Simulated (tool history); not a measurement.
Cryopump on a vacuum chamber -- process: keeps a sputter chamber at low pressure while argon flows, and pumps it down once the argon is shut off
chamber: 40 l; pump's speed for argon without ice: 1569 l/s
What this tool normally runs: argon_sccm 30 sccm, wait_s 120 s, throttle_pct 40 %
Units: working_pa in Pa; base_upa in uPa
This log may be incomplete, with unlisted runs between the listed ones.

run	hour	argon_sccm	wait_s	throttle_pct	working_pa	base_upa
1	0	30	120	40	0.0883	1.1
2	31.4	30	120	40	0.0888	1.15
3	71.8	30	53	40	0.0887	1.96
4	95.6	30	53	40	0.0891	2.08
5	120.5	30	53	40	0.0904	2.03
6	157.7	30	120	41	0.089	1.29
7	186.2	30	120	41	0.0888	1.26
8	218.7	30	120	41	0.0899	1.3
# hour 260.7: pump warmed up, emptied and cooled again
9	261.8	30	120	41	0.0795	1.09
10	301.6	30	120	41	0.0796	1.11
11	323.4	30	120	41	0.0793	1.12
12	352.4	30	120	41	0.08	1.08
13	381.6	30	120	41	0.0813	1.16
14	418.7	30	120	40	0.0831	1.17
15	442	33	120	40	0.0919	1.12
16	476.6	33	120	40	0.0913	1.16
17	507.3	13	29	44	0.0328	3.13
18	538.2	15	37	53	0.0322	2.61
19	577.6	30	27	46	0.0748	3.4
20	620.6	28	110	23	0.1355	1.25
21	659.9	30	120	51	0.0694	1.27
22	694.7	13	110	51	0.0304	1.3
23	721.9	12	74	19	0.0699	1.61
24	760.1	19	46	46	0.0504	2.32
25	790.7	19	46	46	0.0503	2.34
26	810.3	13	46	21	0.07	2.3
27	848.9	13	120	40	0.0388	1.3
28	870.1	13	120	40	0.0391	1.3
29	890.3	13	120	40	0.0385	1.29
30	928.6	13	120	40	0.0395	1.33
31	964.9	12	181	40	0.036	1.17
32	993.7	12	52	25	0.0569	2.23

What if the next run were any one of these 4? Each begins from the tool's condition after run 32:
# hour 1029.8: pump warmed up, emptied and cooled again
A	1035.5	50	41	40	?	?
# hour 1029.8: pump warmed up, emptied and cooled again
B	1035.5	30	69	43	?	?
# hour 1029.8: pump warmed up, emptied and cooled again
C	1035.5	18	52	25	?	?
# hour 1029.8: pump warmed up, emptied and cooled again
D	1035.5	16	225	29	?	?

run	working_pa	base_upa
A	0.1358	2.49
B	0.0769	1.65
C	0.0784	2.1
D	0.0599	0.87
Without the tool's unlogged condition, the same runs would have read:
run	working_pa	base_upa
A	0.1343	2.12
B	0.076	1.28
C	0.0779	1.72
D	0.0594	0.51
